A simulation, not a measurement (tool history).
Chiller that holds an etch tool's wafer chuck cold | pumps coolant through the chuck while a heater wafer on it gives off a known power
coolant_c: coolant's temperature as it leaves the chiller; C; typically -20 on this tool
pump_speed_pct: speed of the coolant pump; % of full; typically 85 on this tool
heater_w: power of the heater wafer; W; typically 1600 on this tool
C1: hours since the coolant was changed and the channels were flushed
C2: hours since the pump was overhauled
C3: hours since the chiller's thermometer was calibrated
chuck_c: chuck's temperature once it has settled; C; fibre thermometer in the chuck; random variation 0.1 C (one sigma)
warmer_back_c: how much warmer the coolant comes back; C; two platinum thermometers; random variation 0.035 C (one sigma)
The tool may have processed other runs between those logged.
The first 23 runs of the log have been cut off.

run 24 day=79.746 | coolant_c=-28 pump_speed_pct=73 heater_w=850 | C1=1912 C2=4983 C3=199 | chuck_c=-20.2 warmer_back_c=4.03
run 25 day=82.342 | coolant_c=-11 pump_speed_pct=81 heater_w=1455 | C1=1974 C2=5045 C3=261 | chuck_c=0.8 warmer_back_c=6.39
run 26 day=84.929 | coolant_c=-27 pump_speed_pct=81 heater_w=1904 | C1=2036 C2=5107 C3=323 | chuck_c=-11.6 warmer_back_c=8.27
run 27 day=87.067 | coolant_c=-18 pump_speed_pct=96 heater_w=1831 | C1=2088 C2=5158 C3=374 | chuck_c=-5.2 warmer_back_c=6.64
run 28 day=91.062 | coolant_c=-21 pump_speed_pct=89 heater_w=1831 | C1=2184 C2=5254 C3=470 | chuck_c=-7.3 warmer_back_c=7.32
run 29 day=94.092 | coolant_c=-21 pump_speed_pct=89 heater_w=1831 | C1=2256 C2=5327 C3=543 | chuck_c=-7.1 warmer_back_c=7.26
run 30 day=98.921 | coolant_c=-12 pump_speed_pct=69 heater_w=1109 | C1=2372 C2=5443 C3=659 | chuck_c=-1.3 warmer_back_c=5.66
run 31 day=103.388 | coolant_c=-24 pump_speed_pct=69 heater_w=1109 | C1=2479 C2=5550 C3=766 | chuck_c=-13.3 warmer_back_c=5.78
run 32 day=107.850 | coolant_c=-28 pump_speed_pct=69 heater_w=937 | C1=2586 C2=5657 C3=873 | chuck_c=-19.1 warmer_back_c=4.95

4 options for the next run, each taken on its own from the tool as it stands now. Forecast them:
run A day=112.488 | coolant_c=-20 pump_speed_pct=63 heater_w=913 | C1=2698 C2=5768 C3=984 | chuck_c=? warmer_back_c=?
run B day=112.488 | coolant_c=-14 pump_speed_pct=81 heater_w=1280 | C1=2698 C2=5768 C3=984 | chuck_c=? warmer_back_c=?
run C day=112.488 | coolant_c=-16 pump_speed_pct=65 heater_w=1170 | C1=2698 C2=5768 C3=984 | chuck_c=? warmer_back_c=?
run D day=112.488 | coolant_c=-20 pump_speed_pct=69 heater_w=2001 | C1=2698 C2=5768 C3=984 | chuck_c=? warmer_back_c=?

run=A chuck_c=-10.6 warmer_back_c=5.20
run=B chuck_c=-3.2 warmer_back_c=5.59
run=C chuck_c=-3.9 warmer_back_c=6.50
run=D chuck_c=-0.7 warmer_back_c=10.32
Without the tool's unlogged condition, the same runs would have read:
run=A chuck_c=-11.5 warmer_back_c=4.91
run=B chuck_c=-4.2 warmer_back_c=5.28
run=C chuck_c=-5.0 warmer_back_c=6.14
run=D chuck_c=-2.5 warmer_back_c=9.74
